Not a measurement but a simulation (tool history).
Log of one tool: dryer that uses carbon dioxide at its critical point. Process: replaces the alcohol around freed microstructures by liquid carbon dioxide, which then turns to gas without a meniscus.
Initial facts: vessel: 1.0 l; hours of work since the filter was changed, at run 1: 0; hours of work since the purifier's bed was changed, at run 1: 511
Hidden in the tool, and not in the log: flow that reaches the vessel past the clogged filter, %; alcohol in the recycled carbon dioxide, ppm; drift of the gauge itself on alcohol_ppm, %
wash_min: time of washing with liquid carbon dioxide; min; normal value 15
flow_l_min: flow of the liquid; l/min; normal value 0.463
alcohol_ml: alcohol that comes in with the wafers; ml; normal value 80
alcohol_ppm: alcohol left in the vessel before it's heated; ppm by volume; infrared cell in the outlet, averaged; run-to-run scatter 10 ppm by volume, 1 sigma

| run | day | wash_min | flow_l_min | alcohol_ml | hours of work since the filter was changed | hours of work since the purifier's bed was changed | alcohol_ppm |
|---|---|---|---|---|---|---|---|
| 1 | 0.000 | 15 | 0.463 | 80 | 0 | 511 | 766 |
| 2 | 1.912 | 15 | 0.463 | 22 | 27 | 538 | 367 |
| 3 | 3.538 | 15 | 0.463 | 22 | 50 | 561 | 385 |
| 4 | 5.467 | 15 | 0.463 | 22 | 78 | 588 | 377 |
| 5 | 6.417 | 15 | 0.463 | 80 | 91 | 602 | 863 |
| 6 | 8.612 | 15 | 0.463 | 80 | 122 | 633 | 898 |
| 7 | 10.162 | 15 | 0.463 | 80 | 144 | 655 | 918 |
| 8 | 11.383 | 15 | 0.463 | 85 | 161 | 672 | 977 |
| 9 | 13.471 | 12 | 0.463 | 80 | 191 | 702 | 2083 |
| 10 | 15.212 | 12 | 0.463 | 80 | 216 | 726 | 2123 |
| 11 | 16.704 | 12 | 0.463 | 80 | 237 | 747 | 2249 |
| 12 | 18.938 | 12 | 0.463 | 80 | 269 | 779 | 2285 |
| 13 | 20.762 | 12 | 0.463 | 80 | 295 | 805 | 2276 |
| 14 | 21.946 | 12 | 0.463 | 80 | 311 | 822 | 2307 |
|  | 22.967 | purifier's bed changed |
| 15 | 23.654 | 15 | 0.640 | 80 | 334 | 10 | 145 |
| 16 | 25.650 | 15 | 0.640 | 80 | 362 | 38 | 167 |
| 17 | 27.675 | 15 | 0.640 | 80 | 391 | 67 | 187 |
| 18 | 28.858 | 15 | 0.640 | 80 | 408 | 84 | 187 |
| 19 | 31.050 | 15 | 0.749 | 80 | 439 | 115 | 104 |
|  | 31.396 | inlet filter changed |
| 20 | 33.312 | 15 | 0.323 | 80 | 27 | 146 | 2633 |
| 21 | 35.492 | 10 | 0.463 | 80 | 58 | 177 | 3313 |
| 22 | 37.712 | 23 | 0.405 | 69 | 90 | 209 | 192 |
| 23 | 39.308 | 12 | 0.684 | 85 | 112 | 231 | 365 |
| 24 | 41.546 | 11 | 0.381 | 46 | 144 | 263 | 2719 |
| 25 | 43.588 | 15 | 0.463 | 84 | 173 | 292 | 848 |
| 26 | 44.662 | 19 | 0.502 | 23 | 188 | 307 | 152 |
| 27 | 45.688 | 11 | 0.463 | 49 | 203 | 322 | 1633 |
| 28 | 46.721 | 11 | 0.522 | 45 | 217 | 336 | 1024 |
| 29 | 47.892 | 11 | 0.522 | 45 | 234 | 353 | 1068 |
| 30 | 49.833 | 11 | 0.492 | 59 | 262 | 381 | 1681 |
| 31 | 51.375 | 23 | 0.458 | 66 | 283 | 402 | 213 |
| 32 | 52.767 | 20 | 0.481 | 108 | 303 | 422 | 343 |
| 33 | 54.483 | 11 | 0.395 | 94 | 327 | 446 | 5580 |
| 34 | 56.729 | 11 | 0.395 | 24 | 359 | 478 | 1532 |
| 35 | 58.967 | 15 | 0.352 | 70 | 391 | 510 | 2447 |
| 36 | 60.950 | 15 | 0.695 | 80 | 419 | 538 | 290 |
| 37 | 62.229 | 15 | 0.463 | 80 | 437 | 556 | 1111 |
|  | 62.662 | inlet filter changed |
| 38 | 63.438 | 15 | 0.479 | 103 | 11 | 573 | 863 |
| 39 | 65.133 | 15 | 0.479 | 103 | 35 | 597 | 897 |

3 ways to go on from here, each from the tool as it stands after run 39. What would each give?
| A | 66.908 | 12 | 0.295 | 103 | 60 | 622 | ? |
| B | 66.908 | 15 | 0.287 | 103 | 60 | 622 | ? |
| C | 66.908 | 23 | 0.400 | 34 | 60 | 622 | ? |

| run | alcohol_ppm |
|---|---|
| A | 8977 |
| B | 5590 |
| C | 295 |
With the hidden condition removed and each run's random variation left untouched, the same runs would have given:
| run | alcohol_ppm |
|---|---|
| A | 8380 |
| B | 5083 |
| C | 62 |
